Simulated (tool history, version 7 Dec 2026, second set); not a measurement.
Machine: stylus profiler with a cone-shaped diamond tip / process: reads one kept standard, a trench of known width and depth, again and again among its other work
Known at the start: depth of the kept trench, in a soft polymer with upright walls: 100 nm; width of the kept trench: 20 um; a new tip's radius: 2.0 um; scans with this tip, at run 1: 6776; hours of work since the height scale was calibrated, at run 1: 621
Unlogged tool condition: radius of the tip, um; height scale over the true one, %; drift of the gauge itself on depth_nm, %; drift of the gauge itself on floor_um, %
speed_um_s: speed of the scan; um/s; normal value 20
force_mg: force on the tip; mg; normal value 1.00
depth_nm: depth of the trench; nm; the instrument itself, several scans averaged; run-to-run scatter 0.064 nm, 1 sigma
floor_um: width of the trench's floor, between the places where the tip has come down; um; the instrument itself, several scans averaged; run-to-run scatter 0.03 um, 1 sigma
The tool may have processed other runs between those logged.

run,hour,speed_um_s,force_mg,scans with this tip,hours of work since the height scale was calibrated,depth_nm,floor_um
1,0.0,20,1.00,6776,621,100.75,18.53
2,27.7,20,1.00,6926,635,100.65,18.56
3,55.8,20,1.00,7078,649,100.73,18.49
4,75.8,12,1.00,7187,658,100.68,18.59
5,88.4,47,1.00,7255,665,100.67,18.38
6,113.8,12,1.00,7393,677,100.72,18.62
7,139.4,11,1.00,7531,690,100.65,18.56
8,156.2,20,0.41,7623,698,100.64,18.47
9,183.6,20,0.41,7771,712,100.52,18.45
10,212.4,20,1.00,7927,726,100.69,18.52
11,238.8,20,2.13,8070,739,101.09,18.59
12,259.4,20,1.00,8182,750,100.56,18.54
13,278.5,20,1.00,8286,759,100.66,18.50
14,298.8,20,1.00,8395,769,100.73,18.49
15,322.9,9,1.00,8526,781,100.74,18.52
16,351.1,9,1.00,8679,795,100.79,18.55
17,381.5,9,1.00,8844,810,100.72,18.57
18,410.0,9,1.00,8998,824,100.71,18.61
19,427.7,20,1.00,9094,833,100.81,18.50
20,457.1,20,1.00,9253,848,100.86,18.50
21,484.5,20,1.00,9402,861,100.66,18.48
22,509.4,20,1.00,9537,874,100.73,18.46
23,526.1,20,1.00,9627,882,100.81,18.50
24,550.9,32,1.00,9762,894,100.72,18.42
25,582.1,32,1.00,9931,910,100.71,18.44
26,601.3,32,1.00,10035,919,100.84,18.43
27,625.9,36,1.11,10168,932,100.79,18.35
28,640.2,13,1.66,10246,939,100.97,18.48
29,671.4,16,2.21,10415,954,101.25,18.56
30,689.0,16,2.21,10510,963,101.24,18.53
31,702.0,16,2.21,10581,969,101.10,18.52
32,727.7,7,0.46,10720,982,100.53,18.56
33,750.9,17,0.71,10846,994,100.62,18.43
34,774.3,29,0.42,10972,1005,100.54,18.33
35,799.8,29,0.42,11111,1018,100.47,18.28
36,823.8,8,1.22,11241,1030,100.88,18.56
37,845.7,52,0.69,11360,1041,100.70,18.17
38,870.1,52,0.69,11492,1053,100.76,18.12
39,890.0,7,1.00,11600,1063,100.81,18.56
40,916.9,12,0.40,11745,1076,100.68,18.44
41,941.5,12,0.88,11879,1088,100.73,18.53
42,972.3,8,1.29,12046,1104,100.82,18.52
43,993.6,27,1.36,12161,1114,100.97,18.46
44,1016.8,44,1.42,12287,1126,100.97,18.34
45,1030.1,7,0.42,12359,1132,100.58,18.47
46,1045.6,8,1.54,12443,1140,100.95,18.57
47,1059.6,69,1.07,12519,1147,100.89,18.11

Branching from run 47: 4 alternative next runs. What would each branch give?
A,1081.5,20,0.42,12638,1158,?,?
B,1081.5,18,1.00,12638,1158,?,?
C,1081.5,13,1.78,12638,1158,?,?
D,1081.5,45,0.61,12638,1158,?,?

run,depth_nm,floor_um
A,100.63,18.38
B,100.81,18.48
C,101.18,18.50
D,100.70,18.16
The same runs, with their run-to-run variation unchanged, on a tool lacking any hidden condition would have given:
run,depth_nm,floor_um
A,100.29,18.54
B,100.46,18.64
C,100.84,18.66
D,100.35,18.32
